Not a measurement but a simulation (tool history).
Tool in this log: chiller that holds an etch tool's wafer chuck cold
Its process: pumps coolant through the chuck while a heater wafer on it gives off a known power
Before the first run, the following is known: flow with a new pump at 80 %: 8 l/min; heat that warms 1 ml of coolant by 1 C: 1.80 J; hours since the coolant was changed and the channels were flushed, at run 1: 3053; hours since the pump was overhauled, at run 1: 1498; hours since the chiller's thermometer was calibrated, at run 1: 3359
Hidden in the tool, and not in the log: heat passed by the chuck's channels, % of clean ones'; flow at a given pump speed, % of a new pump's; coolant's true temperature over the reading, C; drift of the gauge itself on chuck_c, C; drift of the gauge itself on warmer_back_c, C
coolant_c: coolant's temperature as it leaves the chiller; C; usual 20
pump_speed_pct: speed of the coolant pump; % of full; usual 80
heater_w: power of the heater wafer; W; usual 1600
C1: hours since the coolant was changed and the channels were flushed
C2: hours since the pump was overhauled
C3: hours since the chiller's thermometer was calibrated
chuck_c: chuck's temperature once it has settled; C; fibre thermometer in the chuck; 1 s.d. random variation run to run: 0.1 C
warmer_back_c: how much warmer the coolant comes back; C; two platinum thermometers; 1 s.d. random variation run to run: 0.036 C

{"run": 1, "day": 0.0, "coolant_c": 20, "pump_speed_pct": 80, "heater_w": 1600, "C1": 3053, "C2": 1498, "C3": 3359, "chuck_c": 31.4, "warmer_back_c": 6.65}
{"run": 2, "day": 1.375, "coolant_c": 20, "pump_speed_pct": 64, "heater_w": 1600, "C1": 3086, "C2": 1531, "C3": 3392, "chuck_c": 33.7, "warmer_back_c": 8.35}
{"run": 3, "day": 2.308, "coolant_c": 20, "pump_speed_pct": 80, "heater_w": 1189, "C1": 3109, "C2": 1553, "C3": 3415, "chuck_c": 28.3, "warmer_back_c": 4.9}
{"run": 4, "day": 4.004, "coolant_c": 20, "pump_speed_pct": 80, "heater_w": 1600, "C1": 3149, "C2": 1594, "C3": 3455, "chuck_c": 31.3, "warmer_back_c": 6.67}
{"run": 5, "day": 5.383, "coolant_c": 20, "pump_speed_pct": 80, "heater_w": 1600, "C1": 3182, "C2": 1627, "C3": 3488, "chuck_c": 31.5, "warmer_back_c": 6.63}
{"run": 6, "day": 6.608, "coolant_c": 20, "pump_speed_pct": 80, "heater_w": 1600, "C1": 3212, "C2": 1656, "C3": 3518, "chuck_c": 31.6, "warmer_back_c": 6.65}
{"run": 7, "day": 7.712, "coolant_c": 20, "pump_speed_pct": 80, "heater_w": 1600, "C1": 3238, "C2": 1683, "C3": 3544, "chuck_c": 31.5, "warmer_back_c": 6.67}
{"run": 8, "day": 8.9, "coolant_c": 20, "pump_speed_pct": 80, "heater_w": 1600, "C1": 3267, "C2": 1712, "C3": 3573, "chuck_c": 31.4, "warmer_back_c": 6.6}
{"run": 9, "day": 9.779, "coolant_c": 20, "pump_speed_pct": 80, "heater_w": 1600, "C1": 3288, "C2": 1733, "C3": 3594, "chuck_c": 31.4, "warmer_back_c": 6.69}
{"run": 10, "day": 11.471, "coolant_c": 20, "pump_speed_pct": 80, "heater_w": 1600, "C1": 3328, "C2": 1773, "C3": 3634, "chuck_c": 31.5, "warmer_back_c": 6.69}
{"run": 11, "day": 13.258, "coolant_c": 20, "pump_speed_pct": 80, "heater_w": 1600, "C1": 3371, "C2": 1816, "C3": 3677, "chuck_c": 31.5, "warmer_back_c": 6.68}
{"run": 12, "day": 14.671, "coolant_c": 26, "pump_speed_pct": 80, "heater_w": 1600, "C1": 3405, "C2": 1850, "C3": 3711, "chuck_c": 37.3, "warmer_back_c": 6.73}
{"run": 13, "day": 16.279, "coolant_c": 26, "pump_speed_pct": 80, "heater_w": 1600, "C1": 3444, "C2": 1889, "C3": 3750, "chuck_c": 37.7, "warmer_back_c": 6.53}
{"run": 14, "day": 17.533, "coolant_c": 20, "pump_speed_pct": 80, "heater_w": 1600, "C1": 3474, "C2": 1919, "C3": 3780, "chuck_c": 31.5, "warmer_back_c": 6.64}
{"run": 15, "day": 18.979, "coolant_c": 20, "pump_speed_pct": 80, "heater_w": 1600, "C1": 3509, "C2": 1953, "C3": 3815, "chuck_c": 31.5, "warmer_back_c": 6.69}
{"run": 16, "day": 19.888, "coolant_c": 20, "pump_speed_pct": 80, "heater_w": 1600, "C1": 3530, "C2": 1975, "C3": 3836, "chuck_c": 31.5, "warmer_back_c": 6.66}
{"run": 17, "day": 21.508, "coolant_c": 27, "pump_speed_pct": 77, "heater_w": 843, "C1": 3569, "C2": 2014, "C3": 3875, "chuck_c": 33.3, "warmer_back_c": 3.67}
{"run": 18, "day": 23.071, "coolant_c": 27, "pump_speed_pct": 89, "heater_w": 958, "C1": 3607, "C2": 2052, "C3": 3913, "chuck_c": 33.3, "warmer_back_c": 3.6}
{"run": 19, "day": 24.879, "coolant_c": 17, "pump_speed_pct": 89, "heater_w": 1490, "C1": 3650, "C2": 2095, "C3": 3956, "chuck_c": 26.7, "warmer_back_c": 5.49}
{"run": 20, "day": 25.688, "coolant_c": 24, "pump_speed_pct": 70, "heater_w": 1490, "C1": 3670, "C2": 2114, "C3": 3976, "chuck_c": 35.9, "warmer_back_c": 7.2}
{"run": 21, "day": 27.075, "coolant_c": 13, "pump_speed_pct": 78, "heater_w": 1466, "C1": 3703, "C2": 2148, "C3": 4009, "chuck_c": 23.8, "warmer_back_c": 6.19}
{"run": 22, "day": 27.892, "coolant_c": 13, "pump_speed_pct": 78, "heater_w": 1466, "C1": 3723, "C2": 2167, "C3": 4029, "chuck_c": 23.7, "warmer_back_c": 6.25}
{"run": 23, "day": 28.942, "coolant_c": 25, "pump_speed_pct": 80, "heater_w": 1132, "C1": 3748, "C2": 2193, "C3": 4054, "chuck_c": 33.1, "warmer_back_c": 4.7}
{"run": 24, "day": 30.425, "coolant_c": 25, "pump_speed_pct": 77, "heater_w": 1132, "C1": 3783, "C2": 2228, "C3": 4089, "chuck_c": 33.3, "warmer_back_c": 4.95}
{"run": 25, "day": 31.904, "coolant_c": 18, "pump_speed_pct": 62, "heater_w": 1600, "C1": 3819, "C2": 2264, "C3": 4125, "chuck_c": 31.8, "warmer_back_c": 8.71}
{"run": 26, "day": 33.767, "coolant_c": 15, "pump_speed_pct": 71, "heater_w": 811, "C1": 3864, "C2": 2308, "C3": 4170, "chuck_c": 21.4, "warmer_back_c": 3.88}
{"run": 27, "day": 34.829, "coolant_c": 15, "pump_speed_pct": 71, "heater_w": 811, "C1": 3889, "C2": 2334, "C3": 4195, "chuck_c": 21.3, "warmer_back_c": 3.78}
{"run": 28, "day": 36.333, "coolant_c": 15, "pump_speed_pct": 71, "heater_w": 811, "C1": 3925, "C2": 2370, "C3": 4231, "chuck_c": 21.4, "warmer_back_c": 3.8}
{"run": 29, "day": 37.404, "coolant_c": 20, "pump_speed_pct": 85, "heater_w": 1904, "C1": 3951, "C2": 2396, "C3": 4257, "chuck_c": 33.2, "warmer_back_c": 7.53}
{"run": 30, "day": 38.521, "coolant_c": 20, "pump_speed_pct": 85, "heater_w": 1904, "C1": 3978, "C2": 2422, "C3": 4284, "chuck_c": 33.0, "warmer_back_c": 7.45}
{"run": 31, "day": 40.4, "coolant_c": 20, "pump_speed_pct": 85, "heater_w": 1904, "C1": 4023, "C2": 2467, "C3": 4329, "chuck_c": 33.0, "warmer_back_c": 7.49}

Here are 5 independent what-if runs from the current tool condition. What would each one return?
{"run": "A", "day": 41.362, "coolant_c": 10, "pump_speed_pct": 60, "heater_w": 1303, "C1": 4046, "C2": 2491, "C3": 4352, "chuck_c": "?", "warmer_back_c": "?"}
{"run": "B", "day": 41.362, "coolant_c": 15, "pump_speed_pct": 85, "heater_w": 1148, "C1": 4046, "C2": 2491, "C3": 4352, "chuck_c": "?", "warmer_back_c": "?"}
{"run": "C", "day": 41.362, "coolant_c": 27, "pump_speed_pct": 67, "heater_w": 1070, "C1": 4046, "C2": 2491, "C3": 4352, "chuck_c": "?", "warmer_back_c": "?"}
{"run": "D", "day": 41.362, "coolant_c": 20, "pump_speed_pct": 72, "heater_w": 1904, "C1": 4046, "C2": 2491, "C3": 4352, "chuck_c": "?", "warmer_back_c": "?"}
{"run": "E", "day": 41.362, "coolant_c": 20, "pump_speed_pct": 80, "heater_w": 874, "C1": 4046, "C2": 2491, "C3": 4352, "chuck_c": "?", "warmer_back_c": "?"}

run=A chuck_c=21.6 warmer_back_c=7.21
run=B chuck_c=22.9 warmer_back_c=4.51
run=C chuck_c=35.9 warmer_back_c=5.34
run=D chuck_c=34.8 warmer_back_c=8.80
run=E chuck_c=26.3 warmer_back_c=3.63
Had the tool no hidden state, the same runs would have come out as:
run=A chuck_c=21.6 warmer_back_c=7.20
run=B chuck_c=22.8 warmer_back_c=4.50
run=C chuck_c=35.9 warmer_back_c=5.34
run=D chuck_c=34.8 warmer_back_c=8.79
run=E chuck_c=26.3 warmer_back_c=3.62
